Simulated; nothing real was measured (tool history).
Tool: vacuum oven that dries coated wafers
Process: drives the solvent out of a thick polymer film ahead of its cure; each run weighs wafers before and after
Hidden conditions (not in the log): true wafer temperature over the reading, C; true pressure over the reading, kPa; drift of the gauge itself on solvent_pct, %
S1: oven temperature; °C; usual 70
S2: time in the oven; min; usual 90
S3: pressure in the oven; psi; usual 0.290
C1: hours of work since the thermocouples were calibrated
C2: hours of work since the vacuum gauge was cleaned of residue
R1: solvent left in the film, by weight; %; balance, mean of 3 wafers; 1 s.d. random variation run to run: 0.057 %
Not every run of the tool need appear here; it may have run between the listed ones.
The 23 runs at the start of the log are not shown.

{"run": 24, "hour": 1474.2, "S1": 70, "S2": 51, "S3": 0.75, "C1": 621, "C2": 1471, "R1": 7.92}
{"hour": 1524.7, "done": "vacuum gauge cleaned of residue and calibrated"}
{"run": 25, "hour": 1549.1, "S1": 70, "S2": 74, "S3": 0.287, "C1": 679, "C2": 19, "R1": 3.23}
{"run": 26, "hour": 1606.9, "S1": 70, "S2": 62, "S3": 0.29, "C1": 725, "C2": 65, "R1": 3.68}
{"run": 27, "hour": 1659.1, "S1": 83, "S2": 50, "S3": 0.29, "C1": 766, "C2": 106, "R1": 1.56}
{"run": 28, "hour": 1745.3, "S1": 65, "S2": 59, "S3": 0.593, "C1": 834, "C2": 174, "R1": 8.33}
{"run": 29, "hour": 1831.5, "S1": 65, "S2": 59, "S3": 0.593, "C1": 902, "C2": 242, "R1": 8.37}
{"run": 30, "hour": 1889.0, "S1": 73, "S2": 90, "S3": 0.592, "C1": 947, "C2": 287, "R1": 4.87}
{"run": 31, "hour": 1980.0, "S1": 73, "S2": 90, "S3": 0.592, "C1": 1019, "C2": 359, "R1": 4.92}
{"run": 32, "hour": 2066.3, "S1": 85, "S2": 72, "S3": 0.232, "C1": 1087, "C2": 427, "R1": 1.22}
{"run": 33, "hour": 2120.7, "S1": 70, "S2": 51, "S3": 0.303, "C1": 1130, "C2": 470, "R1": 4.79}
{"run": 34, "hour": 2175.6, "S1": 70, "S2": 90, "S3": 0.701, "C1": 1173, "C2": 514, "R1": 6.73}
{"run": 35, "hour": 2222.9, "S1": 70, "S2": 90, "S3": 0.701, "C1": 1211, "C2": 551, "R1": 6.84}
{"hour": 2301.9, "done": "oven's thermocouples calibrated"}
{"run": 36, "hour": 2311.5, "S1": 68, "S2": 135, "S3": 0.701, "C1": 8, "C2": 619, "R1": 6.36}
{"run": 37, "hour": 2352.0, "S1": 68, "S2": 135, "S3": 0.701, "C1": 40, "C2": 651, "R1": 6.44}
{"run": 38, "hour": 2440.3, "S1": 68, "S2": 69, "S3": 0.701, "C1": 109, "C2": 721, "R1": 7.2}
{"run": 39, "hour": 2479.1, "S1": 85, "S2": 90, "S3": 0.242, "C1": 140, "C2": 751, "R1": 1.15}
{"run": 40, "hour": 2541.9, "S1": 55, "S2": 140, "S3": 0.184, "C1": 189, "C2": 801, "R1": 5.55}
{"run": 41, "hour": 2605.0, "S1": 58, "S2": 93, "S3": 0.29, "C1": 239, "C2": 851, "R1": 6.82}
{"run": 42, "hour": 2664.6, "S1": 63, "S2": 90, "S3": 0.29, "C1": 286, "C2": 898, "R1": 5.1}
{"run": 43, "hour": 2716.0, "S1": 73, "S2": 66, "S3": 0.573, "C1": 327, "C2": 938, "R1": 4.88}
{"run": 44, "hour": 2787.9, "S1": 76, "S2": 53, "S3": 0.307, "C1": 383, "C2": 995, "R1": 2.77}
{"run": 45, "hour": 2845.5, "S1": 68, "S2": 90, "S3": 0.888, "C1": 429, "C2": 1041, "R1": 8.75}
{"run": 46, "hour": 2924.6, "S1": 58, "S2": 112, "S3": 0.368, "C1": 491, "C2": 1103, "R1": 7.48}

Consider 3 possible next runs. They are alternatives, not a sequence: every one starts from the tool as it was left by run 46. What does each give?
{"run": "A", "hour": 2970.9, "S1": 58, "S2": 75, "S3": 0.368, "C1": 528, "C2": 1140, "R1": "?"}
{"run": "B", "hour": 2970.9, "S1": 66, "S2": 118, "S3": 0.244, "C1": 528, "C2": 1140, "R1": "?"}
{"run": "C", "hour": 2970.9, "S1": 70, "S2": 94, "S3": 1.141, "C1": 528, "C2": 1140, "R1": "?"}

run=A R1=8.47
run=B R1=3.41
run=C R1=9.73
With no hidden state in the tool, these same runs would have given:
run=A R1=7.58
run=B R1=2.68
run=C R1=8.94

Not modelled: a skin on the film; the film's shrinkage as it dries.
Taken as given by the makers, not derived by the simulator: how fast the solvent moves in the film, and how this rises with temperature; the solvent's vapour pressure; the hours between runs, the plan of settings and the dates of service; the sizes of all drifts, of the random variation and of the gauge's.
